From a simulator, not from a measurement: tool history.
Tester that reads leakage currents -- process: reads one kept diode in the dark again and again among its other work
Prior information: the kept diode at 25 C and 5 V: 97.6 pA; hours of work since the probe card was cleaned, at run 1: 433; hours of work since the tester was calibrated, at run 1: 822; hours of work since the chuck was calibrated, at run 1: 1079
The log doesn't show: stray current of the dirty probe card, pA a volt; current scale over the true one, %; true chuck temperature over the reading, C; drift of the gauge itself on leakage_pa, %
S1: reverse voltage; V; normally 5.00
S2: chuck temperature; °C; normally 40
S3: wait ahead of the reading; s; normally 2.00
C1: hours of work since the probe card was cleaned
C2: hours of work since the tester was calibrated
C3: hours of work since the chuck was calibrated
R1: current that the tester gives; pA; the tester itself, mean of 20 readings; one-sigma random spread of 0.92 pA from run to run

run 1 day=0.000 | S1=5.00 S2=40 S3=2.00 | C1=433 C2=822 C3=1079 | R1=270.56
run 2 day=1.033 | S1=5.00 S2=40 S3=2.00 | C1=451 C2=840 C3=1098 | R1=268.92
run 3 day=2.700 | S1=5.00 S2=40 S3=2.00 | C1=481 C2=870 C3=1128 | R1=267.16
run 4 day=4.258 | S1=5.00 S2=40 S3=2.00 | C1=509 C2=898 C3=1156 | R1=268.76
run 5 day=5.971 | S1=5.00 S2=40 S3=2.00 | C1=540 C2=929 C3=1186 | R1=267.49
run 6 day=6.929 | S1=5.00 S2=40 S3=2.00 | C1=557 C2=946 C3=1204 | R1=266.01
run 7 day=8.646 | S1=5.00 S2=40 S3=2.00 | C1=588 C2=977 C3=1234 | R1=264.29
run 8 day=9.412 | S1=5.00 S2=40 S3=0.54 | C1=602 C2=991 C3=1248 | R1=267.53
run 9 day=11.000 | S1=5.00 S2=40 S3=0.54 | C1=630 C2=1020 C3=1277 | R1=266.45
run 10 day=11.825 | S1=11.71 S2=40 S3=2.00 | C1=645 C2=1034 C3=1292 | R1=359.06
run 11 day=12.792 | S1=3.46 S2=30 S3=7.33 | C1=663 C2=1052 C3=1309 | R1=108.55
run 12 day=13.692 | S1=3.46 S2=30 S3=7.33 | C1=679 C2=1068 C3=1325 | R1=107.81
run 13 day=15.458 | S1=5.00 S2=35 S3=2.00 | C1=711 C2=1100 C3=1357 | R1=181.37
run 14 day=17.225 | S1=5.00 S2=35 S3=2.00 | C1=742 C2=1132 C3=1389 | R1=179.68
run 15 day=18.479 | S1=5.00 S2=35 S3=2.00 | C1=765 C2=1154 C3=1411 | R1=179.31
-- day=18.929 chuck's temperature calibrated
run 16 day=19.608 | S1=5.00 S2=21 S3=0.39 | C1=784 C2=1173 C3=12 | R1=75.73

Run 17 comes next. What will it give?
run 17 day=20.488 | S1=5.00 S2=49 S3=2.00 | C1=800 C2=1189 C3=28 | R1=?

For run 17 the tool returned R1 578.17 pA.
Had the tool carried no hidden state, the very same run would have given R1 580.35 pA.

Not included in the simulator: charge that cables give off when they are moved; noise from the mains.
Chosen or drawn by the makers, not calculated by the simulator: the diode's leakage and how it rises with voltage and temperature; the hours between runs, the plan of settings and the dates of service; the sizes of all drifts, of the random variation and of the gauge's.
